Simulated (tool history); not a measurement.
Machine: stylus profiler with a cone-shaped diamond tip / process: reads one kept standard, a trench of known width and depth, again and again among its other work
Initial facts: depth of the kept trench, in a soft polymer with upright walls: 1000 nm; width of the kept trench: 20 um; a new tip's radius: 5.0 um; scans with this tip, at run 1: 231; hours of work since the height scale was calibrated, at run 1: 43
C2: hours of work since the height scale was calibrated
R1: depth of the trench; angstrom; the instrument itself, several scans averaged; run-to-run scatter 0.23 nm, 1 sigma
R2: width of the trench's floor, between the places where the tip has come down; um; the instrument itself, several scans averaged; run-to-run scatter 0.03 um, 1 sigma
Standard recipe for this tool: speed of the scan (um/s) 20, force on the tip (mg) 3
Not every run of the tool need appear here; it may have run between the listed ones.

{"run": 1, "hour": 0.0, "speed of the scan (um/s)": 20, "force on the tip (mg)": 3, "scans with this tip": 231, "C2": 43, "R1": 10178.3, "R2": 13.8}
{"run": 2, "hour": 12.9, "speed of the scan (um/s)": 20, "force on the tip (mg)": 1.75, "scans with this tip": 261, "C2": 48, "R1": 10123.5, "R2": 13.79}
{"run": 3, "hour": 30.7, "speed of the scan (um/s)": 20, "force on the tip (mg)": 1.47, "scans with this tip": 304, "C2": 56, "R1": 10107.5, "R2": 13.8}
{"run": 4, "hour": 43.3, "speed of the scan (um/s)": 20, "force on the tip (mg)": 1.47, "scans with this tip": 334, "C2": 62, "R1": 10112.4, "R2": 13.73}
{"run": 5, "hour": 56.3, "speed of the scan (um/s)": 20, "force on the tip (mg)": 1.47, "scans with this tip": 366, "C2": 68, "R1": 10113.3, "R2": 13.74}
{"run": 6, "hour": 74.1, "speed of the scan (um/s)": 20, "force on the tip (mg)": 3, "scans with this tip": 408, "C2": 76, "R1": 10176.5, "R2": 13.81}
{"run": 7, "hour": 92.3, "speed of the scan (um/s)": 20, "force on the tip (mg)": 3, "scans with this tip": 452, "C2": 84, "R1": 10174.2, "R2": 13.75}
{"run": 8, "hour": 110.3, "speed of the scan (um/s)": 20, "force on the tip (mg)": 3, "scans with this tip": 495, "C2": 92, "R1": 10175.8, "R2": 13.73}
{"run": 9, "hour": 127.9, "speed of the scan (um/s)": 20, "force on the tip (mg)": 2.65, "scans with this tip": 537, "C2": 99, "R1": 10158.4, "R2": 13.74}
{"run": 10, "hour": 137.3, "speed of the scan (um/s)": 20, "force on the tip (mg)": 2.65, "scans with this tip": 560, "C2": 104, "R1": 10162, "R2": 13.61}
{"run": 11, "hour": 150.5, "speed of the scan (um/s)": 20, "force on the tip (mg)": 7.89, "scans with this tip": 591, "C2": 109, "R1": 10341.3, "R2": 13.7}
{"run": 12, "hour": 165.9, "speed of the scan (um/s)": 20, "force on the tip (mg)": 7.89, "scans with this tip": 629, "C2": 116, "R1": 10341.4, "R2": 13.64}
{"run": 13, "hour": 181.4, "speed of the scan (um/s)": 20, "force on the tip (mg)": 7.89, "scans with this tip": 666, "C2": 123, "R1": 10343.5, "R2": 13.63}
{"run": 14, "hour": 197.5, "speed of the scan (um/s)": 20, "force on the tip (mg)": 7.89, "scans with this tip": 704, "C2": 130, "R1": 10342.5, "R2": 13.65}
{"run": 15, "hour": 214.0, "speed of the scan (um/s)": 20, "force on the tip (mg)": 7.89, "scans with this tip": 744, "C2": 138, "R1": 10339.3, "R2": 13.64}
{"run": 16, "hour": 223.7, "speed of the scan (um/s)": 20, "force on the tip (mg)": 3, "scans with this tip": 767, "C2": 142, "R1": 10170.5, "R2": 13.54}
{"run": 17, "hour": 242.1, "speed of the scan (um/s)": 20, "force on the tip (mg)": 3, "scans with this tip": 811, "C2": 150, "R1": 10169.2, "R2": 13.66}
{"run": 18, "hour": 254.1, "speed of the scan (um/s)": 20, "force on the tip (mg)": 3, "scans with this tip": 840, "C2": 155, "R1": 10170.4, "R2": 13.58}
{"run": 19, "hour": 264.1, "speed of the scan (um/s)": 20, "force on the tip (mg)": 3, "scans with this tip": 864, "C2": 160, "R1": 10171.3, "R2": 13.54}
{"run": 20, "hour": 279.6, "speed of the scan (um/s)": 65, "force on the tip (mg)": 8.82, "scans with this tip": 901, "C2": 167, "R1": 10367, "R2": 13.49}
{"run": 21, "hour": 288.8, "speed of the scan (um/s)": 65, "force on the tip (mg)": 8.82, "scans with this tip": 923, "C2": 171, "R1": 10368.6, "R2": 13.43}
{"run": 22, "hour": 308.0, "speed of the scan (um/s)": 20, "force on the tip (mg)": 4.12, "scans with this tip": 969, "C2": 179, "R1": 10213.6, "R2": 13.53}
{"run": 23, "hour": 326.1, "speed of the scan (um/s)": 7, "force on the tip (mg)": 6.22, "scans with this tip": 1013, "C2": 187, "R1": 10288, "R2": 13.58}
{"hour": 327.6, "done": "height scale calibrated on a step standard"}
{"run": 24, "hour": 341.1, "speed of the scan (um/s)": 7, "force on the tip (mg)": 1.09, "scans with this tip": 1048, "C2": 6, "R1": 10076.6, "R2": 13.53}
{"run": 25, "hour": 353.8, "speed of the scan (um/s)": 11, "force on the tip (mg)": 1.15, "scans with this tip": 1078, "C2": 12, "R1": 10079.9, "R2": 13.45}
{"run": 26, "hour": 369.6, "speed of the scan (um/s)": 7, "force on the tip (mg)": 6.39, "scans with this tip": 1116, "C2": 19, "R1": 10288.3, "R2": 13.52}
{"hour": 373.1, "done": "height scale calibrated on a step standard, once more"}
{"run": 27, "hour": 388.6, "speed of the scan (um/s)": 59, "force on the tip (mg)": 3.72, "scans with this tip": 1160, "C2": 7, "R1": 10204.1, "R2": 13.31}
{"run": 28, "hour": 406.0, "speed of the scan (um/s)": 5, "force on the tip (mg)": 6.21, "scans with this tip": 1202, "C2": 15, "R1": 10294, "R2": 13.46}
{"run": 29, "hour": 425.6, "speed of the scan (um/s)": 33, "force on the tip (mg)": 4.02, "scans with this tip": 1249, "C2": 23, "R1": 10216.8, "R2": 13.41}
{"run": 30, "hour": 442.2, "speed of the scan (um/s)": 8, "force on the tip (mg)": 4.02, "scans with this tip": 1289, "C2": 31, "R1": 10219.6, "R2": 13.38}
{"run": 31, "hour": 451.4, "speed of the scan (um/s)": 8, "force on the tip (mg)": 4.02, "scans with this tip": 1311, "C2": 35, "R1": 10217.8, "R2": 13.43}
{"run": 32, "hour": 460.3, "speed of the scan (um/s)": 51, "force on the tip (mg)": 2.7, "scans with this tip": 1332, "C2": 39, "R1": 10166.5, "R2": 13.28}
{"run": 33, "hour": 474.4, "speed of the scan (um/s)": 12, "force on the tip (mg)": 4.98, "scans with this tip": 1366, "C2": 45, "R1": 10252.7, "R2": 13.41}
{"run": 34, "hour": 485.5, "speed of the scan (um/s)": 6, "force on the tip (mg)": 6.95, "scans with this tip": 1393, "C2": 50, "R1": 10317.7, "R2": 13.37}
{"run": 35, "hour": 500.9, "speed of the scan (um/s)": 20, "force on the tip (mg)": 3.61, "scans with this tip": 1429, "C2": 57, "R1": 10199, "R2": 13.4}
{"run": 36, "hour": 514.5, "speed of the scan (um/s)": 20, "force on the tip (mg)": 3.61, "scans with this tip": 1462, "C2": 63, "R1": 10194.7, "R2": 13.31}
{"run": 37, "hour": 534.5, "speed of the scan (um/s)": 6, "force on the tip (mg)": 3.21, "scans with this tip": 1510, "C2": 72, "R1": 10185.6, "R2": 13.36}

Forecast each of these 3 alternatives for the next run:
{"run": "A", "hour": 547.8, "speed of the scan (um/s)": 12, "force on the tip (mg)": 1.67, "scans with this tip": 1542, "C2": 78, "R1": "?", "R2": "?"}
{"run": "B", "hour": 547.8, "speed of the scan (um/s)": 6, "force on the tip (mg)": 1.62, "scans with this tip": 1542, "C2": 78, "R1": "?", "R2": "?"}
{"run": "C", "hour": 547.8, "speed of the scan (um/s)": 17, "force on the tip (mg)": 2.82, "scans with this tip": 1542, "C2": 78, "R1": "?", "R2": "?"}

run=A R1=10118.4 R2=13.32
run=B R1=10117.1 R2=13.27
run=C R1=10167.9 R2=13.39
With no hidden state in the tool, these same runs would have given:
run=A R1=10124.2 R2=13.95
run=B R1=10122.9 R2=13.89
run=C R1=10173.7 R2=14.01

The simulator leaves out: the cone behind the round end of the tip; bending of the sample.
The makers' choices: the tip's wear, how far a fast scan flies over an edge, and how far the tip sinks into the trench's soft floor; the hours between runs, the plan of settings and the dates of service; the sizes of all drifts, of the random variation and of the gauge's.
